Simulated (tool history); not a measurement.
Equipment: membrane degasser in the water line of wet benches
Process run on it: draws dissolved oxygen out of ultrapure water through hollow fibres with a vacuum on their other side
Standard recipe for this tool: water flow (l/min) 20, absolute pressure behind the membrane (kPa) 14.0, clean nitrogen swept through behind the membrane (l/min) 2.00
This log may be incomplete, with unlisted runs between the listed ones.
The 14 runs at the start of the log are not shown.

run	hour	water flow (l/min)	absolute pressure behind the membrane (kPa)	clean nitrogen swept through behind the membrane (l/min)	hours since the membrane was changed	hours since the vacuum gauge was calibrated	hours since the vacuum lines were made tight	dissolved oxygen in the water behind the degasser (ppb)	pressure that the water loses in the fibres (kPa)
15	1056.9	20	14.0	2.00	3892	360	3988	255.7	51.81
16	1136.7	20	14.0	0.97	3972	440	4067	478.0	51.81
17	1216.8	14	24.2	2.00	4052	520	4147	342.6	36.11
18	1308.3	27	15.7	2.38	4144	612	4239	336.2	69.74
19	1356.3	27	15.7	2.38	4192	660	4287	336.6	69.82
20	1451.4	27	15.7	1.11	4287	755	4382	633.9	69.64
21	1512.9	28	9.4	2.74	4348	816	4444	165.4	72.80
22	1612.0	28	9.4	2.74	4447	915	4543	165.5	72.94
23	1713.8	19	18.2	2.77	4549	1017	4644	247.0	49.54
24	1795.5	29	14.0	4.41	4631	1099	4726	188.2	75.47
25	1851.5	12	18.5	1.02	4687	1155	4782	410.6	31.16
26	1946.2	20	17.0	5.32	4782	1250	4877	130.0	52.09
27	2041.5	30	9.3	4.72	4877	1345	4972	116.3	77.44
28	2139.1	30	9.3	4.72	4974	1443	5070	116.8	77.96
29	2187.8	30	9.3	4.72	5023	1491	5118	116.1	78.24
30	2241.3	15	16.3	0.96	5077	1545	5172	448.1	39.36
31	2345.6	25	16.7	5.42	5181	1649	5276	160.3	65.42
32	2399.9	17	33.9	0.83	5235	1703	5331	1224.0	44.18

Alternative continuations, all from the tool just after run 32; predict every row:
A	2506.8	18	14.0	0.89	5342	1810	5437	?	?
B	2506.8	13	19.1	2.47	5342	1810	5437	?	?
C	2506.8	17	33.9	3.75	5342	1810	5437	?	?

run	dissolved oxygen in the water behind the degasser (ppb)	pressure that the water loses in the fibres (kPa)
A	470.0	47.18
B	202.8	34.18
C	335.6	44.25
Had the tool no hidden state, the same runs would have come out as:
run	dissolved oxygen in the water behind the degasser (ppb)	pressure that the water loses in the fibres (kPa)
A	463.9	45.53
B	198.8	32.98
C	330.6	42.69
